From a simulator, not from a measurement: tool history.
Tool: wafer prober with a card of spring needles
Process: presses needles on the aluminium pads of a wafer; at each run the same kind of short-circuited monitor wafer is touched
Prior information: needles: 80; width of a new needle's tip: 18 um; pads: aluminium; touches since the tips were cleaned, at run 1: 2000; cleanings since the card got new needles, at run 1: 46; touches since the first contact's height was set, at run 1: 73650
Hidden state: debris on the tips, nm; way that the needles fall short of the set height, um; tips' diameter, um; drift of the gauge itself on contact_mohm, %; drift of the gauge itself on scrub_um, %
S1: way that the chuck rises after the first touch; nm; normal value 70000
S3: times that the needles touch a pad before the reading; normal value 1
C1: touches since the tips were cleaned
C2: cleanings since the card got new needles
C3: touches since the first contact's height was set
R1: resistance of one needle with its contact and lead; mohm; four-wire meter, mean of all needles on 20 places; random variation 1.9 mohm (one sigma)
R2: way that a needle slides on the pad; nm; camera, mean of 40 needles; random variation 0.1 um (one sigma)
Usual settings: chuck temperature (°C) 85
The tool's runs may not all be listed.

{"run": 1, "hour": 0.0, "S1": 70000, "chuck temperature (°C)": 85, "S3": 1, "C1": 2000, "C2": 46, "C3": 73650, "R1": 250, "R2": 14410}
{"hour": 6.8, "done": "tips cleaned on abrasive film"}
{"hour": 15.9, "done": "tips cleaned on abrasive film"}
{"hour": 25.0, "done": "tips cleaned on abrasive film"}
{"hour": 36.3, "done": "tips cleaned on abrasive film"}
{"hour": 47.6, "done": "tips cleaned on abrasive film"}
{"run": 2, "hour": 53.7, "S1": 67000, "chuck temperature (°C)": 85, "S3": 1, "C1": 3276, "C2": 51, "C3": 102428, "R1": 281, "R2": 13130}
{"hour": 58.3, "done": "tips cleaned on abrasive film"}
{"hour": 69.6, "done": "tips cleaned on abrasive film"}
{"hour": 78.7, "done": "tips cleaned on abrasive film"}
{"run": 3, "hour": 81.2, "S1": 56000, "chuck temperature (°C)": 85, "S3": 1, "C1": 1354, "C2": 54, "C3": 117142, "R1": 279, "R2": 11030}
{"hour": 88.0, "done": "tips cleaned on abrasive film"}
{"hour": 97.1, "done": "tips cleaned on abrasive film"}
{"hour": 108.4, "done": "tips cleaned on abrasive film"}
{"hour": 117.5, "done": "tips cleaned on abrasive film"}
{"run": 4, "hour": 123.1, "S1": 56000, "chuck temperature (°C)": 42, "S3": 1, "C1": 3002, "C2": 58, "C3": 139571, "R1": 319, "R2": 10970}
{"hour": 127.7, "done": "tips cleaned on abrasive film"}
{"hour": 136.7, "done": "tips cleaned on abrasive film"}
{"hour": 148.1, "done": "tips cleaned on abrasive film"}
{"hour": 157.1, "done": "tips cleaned on abrasive film"}
{"hour": 161.7, "done": "tips cleaned on abrasive film, once more"}
{"hour": 170.8, "done": "tips cleaned on abrasive film"}
{"hour": 182.1, "done": "tips cleaned on abrasive film"}
{"run": 5, "hour": 189.4, "S1": 56000, "chuck temperature (°C)": 42, "S3": 1, "C1": 3946, "C2": 65, "C3": 175092, "R1": 341, "R2": 10900}
{"hour": 191.8, "done": "tips cleaned on abrasive film"}
{"hour": 200.9, "done": "tips cleaned on abrasive film"}
{"hour": 205.6, "done": "height of the first contact set anew"}
{"hour": 210.2, "done": "tips cleaned on abrasive film"}
{"hour": 221.6, "done": "tips cleaned on abrasive film"}
{"hour": 232.9, "done": "tips cleaned on abrasive film"}
{"hour": 242.0, "done": "tips cleaned on abrasive film"}
{"run": 6, "hour": 250.9, "S1": 56000, "chuck temperature (°C)": 42, "S3": 1, "C1": 4842, "C2": 71, "C3": 24272, "R1": 325, "R2": 11660}
{"hour": 253.3, "done": "tips cleaned on abrasive film"}
{"hour": 264.6, "done": "tips cleaned on abrasive film"}
{"hour": 273.7, "done": "tips cleaned on abrasive film"}
{"hour": 282.8, "done": "tips cleaned on abrasive film"}
{"hour": 294.1, "done": "tips cleaned on abrasive film"}
{"hour": 303.2, "done": "tips cleaned on abrasive film"}
{"run": 7, "hour": 307.8, "S1": 56000, "chuck temperature (°C)": 42, "S3": 1, "C1": 2488, "C2": 77, "C3": 54692, "R1": 311, "R2": 11530}
{"hour": 312.4, "done": "tips cleaned on abrasive film"}
{"hour": 323.7, "done": "tips cleaned on abrasive film"}
{"hour": 335.0, "done": "tips cleaned on abrasive film"}
{"hour": 346.3, "done": "tips cleaned on abrasive film"}
{"run": 8, "hour": 348.0, "S1": 69000, "chuck temperature (°C)": 77, "S3": 2, "C1": 892, "C2": 81, "C3": 76236, "R1": 229, "R2": 14050}
{"hour": 357.1, "done": "tips cleaned on abrasive film"}
{"hour": 366.2, "done": "tips cleaned on abrasive film"}
{"hour": 375.2, "done": "tips cleaned on abrasive film"}
{"hour": 386.6, "done": "tips cleaned on abrasive film"}
{"run": 9, "hour": 387.8, "S1": 69000, "chuck temperature (°C)": 77, "S3": 2, "C1": 665, "C2": 85, "C3": 97546, "R1": 222, "R2": 14130}
{"hour": 396.9, "done": "tips cleaned on abrasive film"}
{"hour": 405.9, "done": "tips cleaned on abrasive film"}
{"hour": 417.3, "done": "tips cleaned on abrasive film"}
{"hour": 426.4, "done": "tips cleaned on abrasive film"}
{"run": 10, "hour": 432.2, "S1": 54000, "chuck temperature (°C)": 52, "S3": 2, "C1": 3144, "C2": 89, "C3": 121336, "R1": 288, "R2": 10800}
{"hour": 436.8, "done": "tips cleaned on abrasive film"}
{"hour": 445.8, "done": "tips cleaned on abrasive film"}
{"hour": 457.2, "done": "tips cleaned on abrasive film"}
{"run": 11, "hour": 460.8, "S1": 86000, "chuck temperature (°C)": 117, "S3": 2, "C1": 1978, "C2": 92, "C3": 136673, "R1": 232, "R2": 17420}
{"hour": 467.7, "done": "tips cleaned on abrasive film"}
{"hour": 476.7, "done": "tips cleaned on abrasive film"}
{"hour": 485.8, "done": "tips cleaned on abrasive film"}
{"hour": 494.9, "done": "tips cleaned on abrasive film"}
{"hour": 506.2, "done": "tips cleaned on abrasive film"}
{"hour": 515.3, "done": "tips cleaned on abrasive film"}
{"run": 12, "hour": 522.0, "S1": 58000, "chuck temperature (°C)": 85, "S3": 2, "C1": 3618, "C2": 98, "C3": 169438, "R1": 279, "R2": 11490}
{"hour": 526.6, "done": "tips cleaned on abrasive film"}
{"hour": 535.7, "done": "tips cleaned on abrasive film"}
{"hour": 547.0, "done": "tips cleaned on abrasive film"}
{"hour": 547.3, "done": "height of the first contact set anew"}
{"hour": 556.4, "done": "tips cleaned on abrasive film"}
{"hour": 565.5, "done": "tips cleaned on abrasive film"}
{"hour": 575.2, "done": "tips cleaned on abrasive film"}
{"run": 13, "hour": 575.2, "S1": 51000, "chuck temperature (°C)": 83, "S3": 2, "C1": 0, "C2": 104, "C3": 14959, "R1": 223, "R2": 10680}

Entry by entry between the runs, the difference in hidden state between the last listed run before and the first listed run after:
Between runs 1 and 2: tips cleaned on abrasive film (hour 6.8); tips cleaned on abrasive film (hour 15.9); tips cleaned on abrasive film (hour 25); tips cleaned on abrasive film (hour 36.3); tips cleaned on abrasive film (hour 47.6)
  debris on the tips, nm: 78.2 -> 89.9; way that the needles fall short of the set height, um: 1.55 -> 2.81; tips' diameter, um: 19.76 -> 21.07
  the result without the hidden state subtracted from the measured one, R1: +51 -> +76 mohm; R2: -320 -> -580 nm
Between runs 2 and 3: tips cleaned on abrasive film (hour 58.3); tips cleaned on abrasive film (hour 69.6); tips cleaned on abrasive film (hour 78.7)
  debris on the tips, nm: 89.9 -> 61.3; way that the needles fall short of the set height, um: 2.81 -> 3.13; tips' diameter, um: 21.07 -> 21.18
  the result without the hidden state subtracted from the measured one, R1: +76 -> +75 mohm; R2: -580 -> -650 nm
Between runs 3 and 4: tips cleaned on abrasive film (hour 88); tips cleaned on abrasive film (hour 97.1); tips cleaned on abrasive film (hour 108.4); tips cleaned on abrasive film (hour 117.5)
  debris on the tips, nm: 61.3 -> 92.6; way that the needles fall short of the set height, um: 3.13 -> 3.54; tips' diameter, um: 21.18 -> 21.33
  the result without the hidden state subtracted from the measured one, R1: +75 -> +123 mohm; R2: -650 -> -740 nm
Between runs 4 and 5: tips cleaned on abrasive film (hour 127.7); tips cleaned on abrasive film (hour 136.7); tips cleaned on abrasive film (hour 148.1); tips cleaned on abrasive film (hour 157.1); tips cleaned on abrasive film, once more (hour 161.7); tips cleaned on abrasive film (hour 170.8); tips cleaned on abrasive film (hour 182.1)
  debris on the tips, nm: 92.6 -> 105.4; way that the needles fall short of the set height, um: 3.54 -> 4.3; tips' diameter, um: 21.33 -> 21.59
  the result without the hidden state subtracted from the measured one, R1: +123 -> +146 mohm; R2: -740 -> -900 nm
Between runs 5 and 6: tips cleaned on abrasive film (hour 191.8); tips cleaned on abrasive film (hour 200.9); height of the first contact set anew (hour 205.6); tips cleaned on abrasive film (hour 210.2); tips cleaned on abrasive film (hour 221.6); tips cleaned on abrasive film (hour 232.9); tips cleaned on abrasive film (hour 242)
  debris on the tips, nm: 105.4 -> 107.7; way that the needles fall short of the set height, um: 4.3 -> 0.53; tips' diameter, um: 21.59 -> 21.86
  the result without the hidden state subtracted from the measured one, R1: +146 -> +132 mohm; R2: -900 -> -110 nm
Between runs 6 and 7: tips cleaned on abrasive film (hour 253.3); tips cleaned on abrasive film (hour 264.6); tips cleaned on abrasive film (hour 273.7); tips cleaned on abrasive film (hour 282.8); tips cleaned on abrasive film (hour 294.1); tips cleaned on abrasive film (hour 303.2)
  debris on the tips, nm: 107.7 -> 89.2; way that the needles fall short of the set height, um: 0.53 -> 1.17; tips' diameter, um: 21.86 -> 22.09
  the result without the hidden state subtracted from the measured one, R1: +132 -> +116 mohm; R2: -110 -> -250 nm
Between runs 7 and 8: tips cleaned on abrasive film (hour 312.4); tips cleaned on abrasive film (hour 323.7); tips cleaned on abrasive film (hour 335); tips cleaned on abrasive film (hour 346.3)
  debris on the tips, nm: 89.2 -> 55.7; way that the needles fall short of the set height, um: 1.17 -> 1.64; tips' diameter, um: 22.09 -> 22.25
  the result without the hidden state subtracted from the measured one, R1: +116 -> +31 mohm; R2: -250 -> -340 nm
Between runs 8 and 9: tips cleaned on abrasive film (hour 357.1); tips cleaned on abrasive film (hour 366.2); tips cleaned on abrasive film (hour 375.2); tips cleaned on abrasive film (hour 386.6)
  debris on the tips, nm: 55.7 -> 36.9; way that the needles fall short of the set height, um: 1.64 -> 2.1; tips' diameter, um: 22.25 -> 22.41
  the result without the hidden state subtracted from the measured one, R1: +31 -> +22 mohm; R2: -340 -> -440 nm
Between runs 9 and 10: tips cleaned on abrasive film (hour 396.9); tips cleaned on abrasive film (hour 405.9); tips cleaned on abrasive film (hour 417.3); tips cleaned on abrasive film (hour 426.4)
  debris on the tips, nm: 36.9 -> 96.1; way that the needles fall short of the set height, um: 2.1 -> 2.51; tips' diameter, um: 22.41 -> 22.55
  the result without the hidden state subtracted from the measured one, R1: +22 -> +88 mohm; R2: -440 -> -530 nm
Between runs 10 and 11: tips cleaned on abrasive film (hour 436.8); tips cleaned on abrasive film (hour 445.8); tips cleaned on abrasive film (hour 457.2)
  debris on the tips, nm: 96.1 -> 74.3; way that the needles fall short of the set height, um: 2.51 -> 2.81; tips' diameter, um: 22.55 -> 22.66
  the result without the hidden state subtracted from the measured one, R1: +88 -> +27 mohm; R2: -530 -> -590 nm
Between runs 11 and 12: tips cleaned on abrasive film (hour 467.7); tips cleaned on abrasive film (hour 476.7); tips cleaned on abrasive film (hour 485.8); tips cleaned on abrasive film (hour 494.9); tips cleaned on abrasive film (hour 506.2); tips cleaned on abrasive film (hour 515.3)
  debris on the tips, nm: 74.3 -> 96.2; way that the needles fall short of the set height, um: 2.81 -> 3.48; tips' diameter, um: 22.66 -> 22.9
  the result without the hidden state subtracted from the measured one, R1: +27 -> +78 mohm; R2: -590 -> -730 nm
Between runs 12 and 13: tips cleaned on abrasive film (hour 526.6); tips cleaned on abrasive film (hour 535.7); tips cleaned on abrasive film (hour 547); height of the first contact set anew (hour 547.3); tips cleaned on abrasive film (hour 556.4); tips cleaned on abrasive film (hour 565.5); tips cleaned on abrasive film (hour 575.2)
  debris on the tips, nm: 96.2 -> 10; way that the needles fall short of the set height, um: 3.48 -> 0.35; tips' diameter, um: 22.9 -> 23.13
  the result without the hidden state subtracted from the measured one, R1: +78 -> +15 mohm; R2: -730 -> -70 nm
